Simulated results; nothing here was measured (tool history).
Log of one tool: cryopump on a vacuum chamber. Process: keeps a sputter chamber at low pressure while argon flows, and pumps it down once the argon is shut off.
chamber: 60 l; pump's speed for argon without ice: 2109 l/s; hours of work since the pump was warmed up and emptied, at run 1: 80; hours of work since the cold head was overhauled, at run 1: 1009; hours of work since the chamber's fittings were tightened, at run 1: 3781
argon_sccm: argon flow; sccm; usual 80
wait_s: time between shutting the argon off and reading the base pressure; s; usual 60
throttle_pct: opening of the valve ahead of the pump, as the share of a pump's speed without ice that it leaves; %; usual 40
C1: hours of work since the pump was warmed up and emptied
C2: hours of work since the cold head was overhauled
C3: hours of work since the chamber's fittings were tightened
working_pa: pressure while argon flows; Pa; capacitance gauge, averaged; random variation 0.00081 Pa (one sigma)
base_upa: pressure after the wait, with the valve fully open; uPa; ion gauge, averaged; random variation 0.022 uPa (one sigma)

run 1 hour=0.0 | argon_sccm=80 wait_s=60 throttle_pct=40 | C1=80 C2=1009 C3=3781 | working_pa=0.1628 base_upa=2.54
run 2 hour=59.7 | argon_sccm=80 wait_s=60 throttle_pct=40 | C1=110 C2=1038 C3=3811 | working_pa=0.1620 base_upa=2.62
run 3 hour=84.6 | argon_sccm=80 wait_s=60 throttle_pct=40 | C1=122 C2=1051 C3=3824 | working_pa=0.1625 base_upa=2.63
run 4 hour=139.1 | argon_sccm=80 wait_s=60 throttle_pct=40 | C1=149 C2=1078 C3=3851 | working_pa=0.1628 base_upa=2.62
run 5 hour=175.5 | argon_sccm=80 wait_s=60 throttle_pct=40 | C1=167 C2=1096 C3=3869 | working_pa=0.1655 base_upa=2.65
run 6 hour=205.6 | argon_sccm=80 wait_s=60 throttle_pct=40 | C1=182 C2=1111 C3=3884 | working_pa=0.1636 base_upa=2.67
-- hour=221.8 leaking fittings of the chamber tightened, without venting
run 7 hour=247.6 | argon_sccm=80 wait_s=60 throttle_pct=40 | C1=202 C2=1131 C3=13 | working_pa=0.1630 base_upa=0.71
run 8 hour=291.0 | argon_sccm=80 wait_s=60 throttle_pct=40 | C1=224 C2=1152 C3=34 | working_pa=0.1641 base_upa=0.73
run 9 hour=322.4 | argon_sccm=80 wait_s=60 throttle_pct=40 | C1=239 C2=1168 C3=50 | working_pa=0.1642 base_upa=0.73
run 10 hour=373.4 | argon_sccm=43 wait_s=55 throttle_pct=45 | C1=265 C2=1193 C3=75 | working_pa=0.0789 base_upa=0.79

The next listed run, before its measurement:
run 11 hour=411.1 | argon_sccm=71 wait_s=69 throttle_pct=54 | C1=284 C2=1212 C3=94 | working_pa=? base_upa=?

working_pa: 0.1093 Pa
base_upa: 0.64 uPa
Without the tool's hidden state the same run would have given working_pa 0.1051 Pa, base_upa 0.58 uPa.
